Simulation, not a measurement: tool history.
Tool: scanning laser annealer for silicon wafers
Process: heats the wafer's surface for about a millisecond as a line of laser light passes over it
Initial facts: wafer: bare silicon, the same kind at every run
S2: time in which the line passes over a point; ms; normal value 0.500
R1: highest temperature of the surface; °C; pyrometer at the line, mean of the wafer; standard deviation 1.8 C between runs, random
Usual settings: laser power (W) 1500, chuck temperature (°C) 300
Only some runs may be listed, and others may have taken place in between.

run 1 day=0.000 | laser_power_(W)=1500 S2=0.500 chuck_temperature_(°C)=300 | R1=991
run 2 day=0.554 | laser_power_(W)=1500 S2=0.500 chuck_temperature_(°C)=300 | R1=990
run 3 day=1.433 | laser_power_(W)=1628 S2=0.500 chuck_temperature_(°C)=300 | R1=1062
run 4 day=2.133 | laser_power_(W)=1500 S2=0.500 chuck_temperature_(°C)=300 | R1=988
run 5 day=2.962 | laser_power_(W)=1500 S2=0.500 chuck_temperature_(°C)=300 | R1=991
run 6 day=3.475 | laser_power_(W)=1500 S2=0.500 chuck_temperature_(°C)=300 | R1=990
run 7 day=4.125 | laser_power_(W)=1500 S2=0.500 chuck_temperature_(°C)=300 | R1=988
run 8 day=4.738 | laser_power_(W)=1500 S2=0.500 chuck_temperature_(°C)=300 | R1=989
run 9 day=5.421 | laser_power_(W)=1500 S2=0.500 chuck_temperature_(°C)=300 | R1=989
run 10 day=5.946 | laser_power_(W)=1500 S2=0.500 chuck_temperature_(°C)=300 | R1=987
run 11 day=6.421 | laser_power_(W)=1500 S2=0.476 chuck_temperature_(°C)=300 | R1=974
run 12 day=7.175 | laser_power_(W)=1500 S2=0.574 chuck_temperature_(°C)=300 | R1=1031
run 13 day=7.892 | laser_power_(W)=1500 S2=0.574 chuck_temperature_(°C)=300 | R1=1031
run 14 day=8.775 | laser_power_(W)=1500 S2=0.423 chuck_temperature_(°C)=300 | R1=933
run 15 day=9.492 | laser_power_(W)=1641 S2=0.376 chuck_temperature_(°C)=300 | R1=967
run 16 day=10.062 | laser_power_(W)=1641 S2=0.376 chuck_temperature_(°C)=300 | R1=967
run 17 day=10.900 | laser_power_(W)=1636 S2=0.612 chuck_temperature_(°C)=309 | R1=1139
run 18 day=11.742 | laser_power_(W)=1500 S2=0.491 chuck_temperature_(°C)=300 | R1=978
run 19 day=12.583 | laser_power_(W)=1500 S2=0.483 chuck_temperature_(°C)=319 | R1=1035
run 20 day=13.067 | laser_power_(W)=1367 S2=0.583 chuck_temperature_(°C)=300 | R1=1003
run 21 day=13.621 | laser_power_(W)=1367 S2=0.583 chuck_temperature_(°C)=300 | R1=1003
run 22 day=14.183 | laser_power_(W)=1564 S2=0.432 chuck_temperature_(°C)=277 | R1=994
run 23 day=14.712 | laser_power_(W)=1500 S2=0.450 chuck_temperature_(°C)=338 | R1=1029
run 24 day=15.575 | laser_power_(W)=1453 S2=0.379 chuck_temperature_(°C)=278 | R1=890
run 25 day=16.429 | laser_power_(W)=1566 S2=0.379 chuck_temperature_(°C)=278 | R1=951
run 26 day=16.975 | laser_power_(W)=1566 S2=0.379 chuck_temperature_(°C)=329 | R1=999

The log once held 1 entry between its listed runs, left out of this copy. Where does each go, and what is different about the tool's unlogged condition between the listed run before it and the listed run after it?
Logged between run 18 and run 19: window over the wafer cleaned (day 12.112)
  light that passes the window, % of a clean one's: 94.51 -> 99.89; width of the line over the set one, %: 1.16 -> 1.17
  the result without the hidden state subtracted from the measured one, R1: -52 -> -8 °C

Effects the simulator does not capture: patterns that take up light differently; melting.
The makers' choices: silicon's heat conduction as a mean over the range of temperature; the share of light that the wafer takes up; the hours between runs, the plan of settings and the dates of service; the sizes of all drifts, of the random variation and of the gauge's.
